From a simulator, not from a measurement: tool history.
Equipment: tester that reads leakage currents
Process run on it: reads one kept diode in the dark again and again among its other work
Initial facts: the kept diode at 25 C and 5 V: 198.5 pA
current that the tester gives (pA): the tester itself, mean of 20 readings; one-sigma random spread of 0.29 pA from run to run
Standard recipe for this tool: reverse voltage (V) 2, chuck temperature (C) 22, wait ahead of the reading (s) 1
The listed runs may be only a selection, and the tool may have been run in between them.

| run | hour | reverse voltage (V) | chuck temperature (C) | wait ahead of the reading (s) | current that the tester gives (pA) |
|---|---|---|---|---|---|
| 1 | 0 | 2 | 22 | 1 | 98.81 |
|  | 71.9 | probe card cleaned and baked |
| 2 | 93.8 | 2 | 53 | 1 | 836.21 |
| 3 | 163.9 | 2 | 53 | 1 | 841.01 |
| 4 | 280.5 | 2 | 53 | 1 | 844.8 |
| 5 | 411.2 | 2 | 35 | 1 | 257.84 |
| 6 | 542.7 | 2 | 22 | 1.06 | 99.85 |
| 7 | 705.3 | 2 | 22 | 1.06 | 100.88 |
|  | 843 | chuck's temperature calibrated |
| 8 | 855.5 | 2 | 22 | 1.06 | 93.23 |
| 9 | 930.4 | 1.84 | 22 | 1.06 | 88.92 |
| 10 | 1082.6 | 3.82 | 54 | 4.86 | 1244.23 |
| 11 | 1209.9 | 3.85 | 53 | 5.15 | 1182.4 |
| 12 | 1369.6 | 1.74 | 38 | 2.47 | 278.55 |
| 13 | 1503.6 | 1.74 | 44 | 6.16 | 422.07 |
| 14 | 1638.5 | 1.74 | 28 | 0.38 | 139.63 |
| 15 | 1750.8 | 2.06 | 35 | 8.18 | 251.71 |
| 16 | 1884.2 | 2.06 | 35 | 8.18 | 253.39 |
| 17 | 2024.6 | 2.06 | 35 | 8.18 | 255.47 |
| 18 | 2110 | 17.46 | 35 | 9.3 | 868.24 |

What if the next run were any one of these 3? Each begins from the tool's condition after run 18:
| A | 2198.7 | 18.95 | 22 | 1 | ? |
| B | 2198.7 | 2 | 31 | 1 | ? |
| C | 2198.7 | 6.76 | 22 | 1 | ? |

| run | current that the tester gives (pA) |
|---|---|
| A | 358.9 |
| B | 190.63 |
| C | 196.87 |
Take away the tool's hidden state, keep each run's random variation, and the runs would have read:
| run | current that the tester gives (pA) |
|---|---|
| A | 343.78 |
| B | 185.17 |
| C | 189.51 |
